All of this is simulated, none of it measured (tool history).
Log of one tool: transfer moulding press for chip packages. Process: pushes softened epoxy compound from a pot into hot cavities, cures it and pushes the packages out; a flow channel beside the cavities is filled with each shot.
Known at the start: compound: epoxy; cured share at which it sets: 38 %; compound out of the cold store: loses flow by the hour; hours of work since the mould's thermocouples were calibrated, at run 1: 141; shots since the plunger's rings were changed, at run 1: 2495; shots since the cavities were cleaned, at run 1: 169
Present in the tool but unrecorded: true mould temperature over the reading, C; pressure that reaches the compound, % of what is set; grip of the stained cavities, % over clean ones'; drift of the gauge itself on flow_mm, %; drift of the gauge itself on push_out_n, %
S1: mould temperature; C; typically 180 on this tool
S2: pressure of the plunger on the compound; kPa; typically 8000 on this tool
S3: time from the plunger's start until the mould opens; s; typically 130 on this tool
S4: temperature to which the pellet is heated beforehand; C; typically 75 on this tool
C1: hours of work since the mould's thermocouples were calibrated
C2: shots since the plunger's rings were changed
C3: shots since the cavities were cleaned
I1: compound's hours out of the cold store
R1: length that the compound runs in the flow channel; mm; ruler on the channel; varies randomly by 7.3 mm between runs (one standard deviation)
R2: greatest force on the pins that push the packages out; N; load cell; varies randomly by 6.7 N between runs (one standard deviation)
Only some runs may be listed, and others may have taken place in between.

run,hour,S1,S2,S3,S4,C1,C2,C3,I1,R1,R2
1,0,180,8000,130,75,141,2495,169,13,930,325
2,8.8,180,8000,130,75,146,2569,243,44.2,802,328
3,15.2,180,8000,130,75,149,2623,297,21.3,897,336
4,21.4,180,8000,130,75,153,2676,350,20.6,914,350
5,31.7,180,8000,130,75,159,2764,438,35,860,361
# hour 37.9: cavities cleaned with cleaning compound and waxed
6,40.6,180,8000,130,75,163,2827,24,12.8,946,287
7,47.8,180,8000,130,72,167,2887,84,36.7,839,293
8,55.7,180,8000,130,72,171,2955,152,25.5,885,318
9,62.6,180,8000,130,72,175,3013,210,28.1,879,334
10,72.4,180,8000,130,72,180,3096,293,17.4,923,360
11,82.9,180,8000,130,75,186,3186,383,30,858,363
# hour 95.5: cavities cleaned with cleaning compound and waxed
12,99.5,180,8000,130,75,195,3313,34,45.5,796,278
13,107.4,180,8000,130,75,199,3381,102,33,856,300
14,119.9,180,8000,130,75,206,3487,208,15.1,939,339
15,129.5,173,8670,168,69,211,3568,289,24.9,967,351
16,135.6,173,8670,168,69,215,3620,341,34,929,361
17,144.9,180,6070,137,75,220,3699,420,9.9,816,354
# hour 152.6: cavities cleaned with cleaning compound and waxed
18,160.5,180,8000,134,69,228,3819,67,19.1,904,304
19,169.2,178,6950,154,75,232,3892,140,28.4,821,299
20,179.9,180,9510,130,75,238,3983,231,23.3,960,338
21,192,180,9510,130,75,245,4086,334,28.8,939,349
22,200.3,173,6190,140,75,250,4157,405,30.1,791,475
23,207,181,8500,116,75,254,4213,461,40.6,830,405
# hour 210: cavities cleaned with cleaning compound and waxed
24,216.3,187,7670,147,75,258,4279,53,25.4,819,271
25,227.1,175,6270,112,83,264,4371,145,8.3,876,587
26,240.1,180,9370,166,69,271,4481,255,28.4,919,312
27,250.5,180,8000,136,67,277,4570,344,21,872,335
28,262.5,181,8000,136,82,284,4671,445,26.8,864,367

Predict each of these 3 candidate next runs independently; none follows another, all start after run 28:
# hour 267: cavities cleaned with cleaning compound and waxed
A,275.3,180,6620,164,76,290,4767,70,40.4,?,?
# hour 267: cavities cleaned with cleaning compound and waxed
B,275.3,182,8000,130,79,290,4767,70,29.9,?,?
# hour 267: cavities cleaned with cleaning compound and waxed
C,275.3,177,9810,147,75,290,4767,70,44.9,?,?

run,R1,R2
A,748,271
B,838,288
C,885,293
The same runs, with their run-to-run variation unchanged, on a tool lacking any hidden condition would have given:
run,R1,R2
A,789,249
B,885,263
C,934,266

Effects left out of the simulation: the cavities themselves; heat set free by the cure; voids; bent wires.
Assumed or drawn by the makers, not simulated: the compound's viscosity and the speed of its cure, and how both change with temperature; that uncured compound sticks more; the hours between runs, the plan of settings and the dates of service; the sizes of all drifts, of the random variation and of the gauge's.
